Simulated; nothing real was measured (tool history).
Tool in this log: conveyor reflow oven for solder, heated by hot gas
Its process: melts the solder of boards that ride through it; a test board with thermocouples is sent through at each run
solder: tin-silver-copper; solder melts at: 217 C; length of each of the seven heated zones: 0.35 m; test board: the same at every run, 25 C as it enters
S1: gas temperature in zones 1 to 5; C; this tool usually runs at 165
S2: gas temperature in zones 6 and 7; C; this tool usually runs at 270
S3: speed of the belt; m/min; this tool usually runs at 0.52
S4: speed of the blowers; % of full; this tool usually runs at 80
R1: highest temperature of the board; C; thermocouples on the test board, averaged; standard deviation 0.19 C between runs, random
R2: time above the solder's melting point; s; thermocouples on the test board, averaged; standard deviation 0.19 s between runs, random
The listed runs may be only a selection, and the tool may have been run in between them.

| run | hour | S1 | S2 | S3 | S4 | R1 | R2 |
|---|---|---|---|---|---|---|---|
| 1 | 0 | 165 | 270 | 0.52 | 80 | 252.4 | 57.1 |
| 2 | 6.1 | 165 | 270 | 0.52 | 80 | 252.8 | 57.3 |
| 3 | 15.1 | 165 | 270 | 0.52 | 80 | 252.6 | 57.3 |
| 4 | 24.5 | 165 | 270 | 0.52 | 80 | 252.7 | 57 |
| 5 | 37 | 165 | 270 | 0.52 | 80 | 252.2 | 57.2 |
| 6 | 43.3 | 165 | 270 | 0.52 | 80 | 252.5 | 57.2 |
| 7 | 49 | 165 | 270 | 0.52 | 80 | 252.1 | 57.3 |
| 8 | 55.3 | 163 | 270 | 0.52 | 80 | 251.7 | 55.8 |
| 9 | 66.5 | 163 | 270 | 0.52 | 80 | 252 | 56.2 |
|  | 75.5 | flux residue cleaned out of gas plates and filters |
| 10 | 81.6 | 163 | 270 | 0.52 | 80 | 255.8 | 60 |
| 11 | 89.5 | 165 | 278 | 0.52 | 71 | 261.3 | 63.9 |
| 12 | 96.6 | 165 | 278 | 0.52 | 71 | 261.5 | 63.4 |
| 13 | 105.9 | 167 | 270 | 0.52 | 73 | 254.7 | 60.4 |
| 14 | 114.2 | 167 | 270 | 0.52 | 73 | 254.8 | 60.5 |
| 15 | 120.8 | 167 | 275 | 0.52 | 73 | 259 | 63.5 |
| 16 | 129.5 | 160 | 275 | 0.52 | 73 | 257.9 | 60 |
| 17 | 136 | 151 | 270 | 0.502 | 80 | 254.6 | 58.1 |
| 18 | 143.9 | 151 | 270 | 0.502 | 80 | 254.7 | 58.3 |
| 19 | 150.9 | 151 | 270 | 0.502 | 80 | 254.5 | 58.3 |
| 20 | 156.2 | 169 | 270 | 0.603 | 85 | 251.9 | 50 |

Measured less the same run without the tool's hidden state. The same run-to-run variation is in both; the gauge's scatter may not be:
What the log doesn't record here: heat that the gas passes to the board, % of a clean oven's; belt's true speed, % of the reading; true gas temperature in zones 6 and 7 over the reading, C; drift of the gauge itself on peak_c, C; drift of the gauge itself on liquid_s, %.
| run | R1 | R2 |
|---|---|---|
| 1 | -3.2 | -3.1 |
| 2 | -3.2 | -3.1 |
| 3 | -3.3 | -3.2 |
| 4 | -3.2 | -3.2 |
| 5 | -3.3 | -3.3 |
| 6 | -3.4 | -3.3 |
| 7 | -3.4 | -3.4 |
| 8 | -3.5 | -3.5 |
| 9 | -3.6 | -3.6 |
| 10 | +0.3 | +0.3 |
| 11 | +0.2 | +0.3 |
| 12 | +0.2 | +0.3 |
| 13 | +0.2 | +0.2 |
| 14 | +0.1 | +0.1 |
| 15 | +0.1 | +0.2 |
| 16 | +0 | +0.1 |
| 17 | +0 | +0 |
| 18 | -0.1 | -0.1 |
| 19 | -0.1 | +0 |
| 20 | -0.2 | -0.1 |

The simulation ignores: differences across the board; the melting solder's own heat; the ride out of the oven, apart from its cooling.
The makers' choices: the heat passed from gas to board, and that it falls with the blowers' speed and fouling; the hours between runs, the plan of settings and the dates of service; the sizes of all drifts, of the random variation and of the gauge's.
